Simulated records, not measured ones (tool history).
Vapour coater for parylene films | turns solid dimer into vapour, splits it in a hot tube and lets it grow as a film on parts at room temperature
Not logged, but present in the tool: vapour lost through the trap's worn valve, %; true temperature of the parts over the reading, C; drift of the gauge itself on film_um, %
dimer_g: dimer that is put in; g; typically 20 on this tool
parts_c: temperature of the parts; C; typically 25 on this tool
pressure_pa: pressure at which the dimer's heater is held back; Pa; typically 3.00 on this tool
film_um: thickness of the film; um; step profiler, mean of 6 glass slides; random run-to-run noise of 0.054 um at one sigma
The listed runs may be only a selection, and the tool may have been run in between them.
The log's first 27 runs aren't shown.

run,hour,dimer_g,parts_c,pressure_pa,hours of work since the trap's valve was overhauled,hours of work since the table's thermometer was calibrated,film_um
# hour 1602.2: trap's valve overhauled
28,1611.1,16,19,3.15,7,517,8.15
29,1677.0,25,25,9.82,62,571,7.92
30,1750.7,20,29,3.00,123,633,6.48
31,1795.4,20,29,3.00,160,670,6.50
32,1862.7,9,25,2.50,216,725,3.64
33,1930.3,9,20,3.85,272,781,4.26
34,2004.6,9,20,3.85,334,843,4.29
35,2040.0,9,20,3.85,363,872,4.25
36,2095.9,9,20,3.85,409,919,4.25

For run 37, what comes out?
37,2135.7,9,20,3.85,442,952,?

{"run 37": {"film_um": 4.27}}
If the tool had no hidden condition, the same run with the same run-to-run variation would have returned film_um 4.29 um.
